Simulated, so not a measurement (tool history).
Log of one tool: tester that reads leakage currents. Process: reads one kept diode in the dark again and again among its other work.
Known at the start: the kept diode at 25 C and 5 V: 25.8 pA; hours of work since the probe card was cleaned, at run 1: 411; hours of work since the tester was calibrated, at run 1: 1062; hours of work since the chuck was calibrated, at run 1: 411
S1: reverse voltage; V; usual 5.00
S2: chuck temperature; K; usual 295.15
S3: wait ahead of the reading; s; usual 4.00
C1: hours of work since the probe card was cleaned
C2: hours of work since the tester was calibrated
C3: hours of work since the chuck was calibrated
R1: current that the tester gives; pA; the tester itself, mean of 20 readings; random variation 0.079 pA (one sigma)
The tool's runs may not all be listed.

run 1 hour=0.0 | S1=5.00 S2=295.15 S3=4.00 | C1=411 C2=1062 C3=411 | R1=20.54
run 2 hour=153.8 | S1=5.00 S2=295.15 S3=4.00 | C1=512 C2=1164 C3=512 | R1=20.40
run 3 hour=282.9 | S1=5.40 S2=295.15 S3=4.00 | C1=598 C2=1249 C3=598 | R1=21.03
run 4 hour=448.8 | S1=5.40 S2=295.15 S3=2.18 | C1=707 C2=1359 C3=707 | R1=21.39
run 5 hour=595.2 | S1=5.40 S2=295.15 S3=2.18 | C1=804 C2=1456 C3=804 | R1=21.54
run 6 hour=785.2 | S1=5.40 S2=295.15 S3=2.18 | C1=930 C2=1582 C3=930 | R1=21.43
run 7 hour=938.5 | S1=5.40 S2=295.15 S3=2.18 | C1=1031 C2=1683 C3=1031 | R1=21.49
run 8 hour=1058.6 | S1=5.40 S2=295.15 S3=2.18 | C1=1110 C2=1762 C3=1110 | R1=21.50
run 9 hour=1315.1 | S1=5.40 S2=295.15 S3=2.18 | C1=1280 C2=1932 C3=1280 | R1=21.44
run 10 hour=1516.4 | S1=1.23 S2=293.15 S3=9.10 | C1=1413 C2=2065 C3=1413 | R1=9.24
run 11 hour=1709.3 | S1=5.00 S2=295.15 S3=9.50 | C1=1541 C2=2192 C3=1541 | R1=20.25
-- hour=1801.4 chuck's temperature calibrated
run 12 hour=1884.2 | S1=5.00 S2=295.15 S3=9.50 | C1=1655 C2=2307 C3=55 | R1=20.14
run 13 hour=2106.7 | S1=7.56 S2=310.15 S3=4.00 | C1=1802 C2=2454 C3=202 | R1=84.07
-- hour=2133.6 tester calibrated
run 14 hour=2219.7 | S1=9.49 S2=297.15 S3=0.36 | C1=1875 C2=57 C3=275 | R1=39.45
run 15 hour=2366.6 | S1=9.49 S2=297.15 S3=0.36 | C1=1972 C2=154 C3=372 | R1=39.98
-- hour=2483.9 probe card cleaned and baked
run 16 hour=2534.9 | S1=1.02 S2=305.15 S3=0.41 | C1=34 C2=263 C3=482 | R1=24.48
run 17 hour=2781.7 | S1=5.00 S2=318.15 S3=0.69 | C1=197 C2=426 C3=645 | R1=131.56

Forecast each of these 4 alternatives for the next run:
run A hour=2894.5 | S1=3.97 S2=307.15 S3=1.81 | C1=271 C2=501 C3=719 | R1=?
run B hour=2894.5 | S1=6.62 S2=318.15 S3=4.43 | C1=271 C2=501 C3=719 | R1=?
run C hour=2894.5 | S1=1.97 S2=321.15 S3=0.57 | C1=271 C2=501 C3=719 | R1=?
run D hour=2894.5 | S1=1.26 S2=297.15 S3=0.69 | C1=271 C2=501 C3=719 | R1=?

run=A R1=50.08
run=B R1=146.62
run=C R1=110.06
run=D R1=13.71
Without the tool's hidden state the same runs would have given:
run=A R1=50.08
run=B R1=146.63
run=C R1=110.07
run=D R1=13.71
